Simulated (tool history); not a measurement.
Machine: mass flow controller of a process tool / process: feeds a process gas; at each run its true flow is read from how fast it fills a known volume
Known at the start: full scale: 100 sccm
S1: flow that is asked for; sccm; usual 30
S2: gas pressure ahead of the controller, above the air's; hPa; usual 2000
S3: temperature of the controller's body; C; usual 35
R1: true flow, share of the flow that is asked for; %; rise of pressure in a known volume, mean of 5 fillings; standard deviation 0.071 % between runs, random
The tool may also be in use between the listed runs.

run	day	S1	S2	S3	R1
1	0.000	30	2000	35	98.85
2	6.500	30	2000	35	98.59
3	13.896	30	2000	35	98.61
4	18.575	30	2000	35	98.56
5	27.433	30	2000	33	98.26
6	33.621	30	2000	33	98.22
7	42.425	30	2000	35	98.07
8	48.958	30	2000	35	98.08
9	54.517	30	2000	35	97.86
10	62.496	30	2000	35	97.68
11	71.425	30	2000	35	97.62
12	80.396	42	2000	35	98.07
13	85.804	30	2750	32	97.26
14	93.854	20	2170	32	96.20
15	98.842	10	2390	22	93.14
16	106.962	34	2160	38	97.34
17	114.288	34	1550	21	97.03
18	118.488	30	2000	38	97.12
19	123.475	30	2000	38	96.88
20	130.267	18	2000	27	95.03
21	137.483	18	2000	27	94.89

What will run 22 give?
22	142.433	30	2190	22	?

Run 22 produced R1 96.17 %.
With the hidden condition absent and the run-to-run variation left alone, this run would have shown R1 99.57 %.

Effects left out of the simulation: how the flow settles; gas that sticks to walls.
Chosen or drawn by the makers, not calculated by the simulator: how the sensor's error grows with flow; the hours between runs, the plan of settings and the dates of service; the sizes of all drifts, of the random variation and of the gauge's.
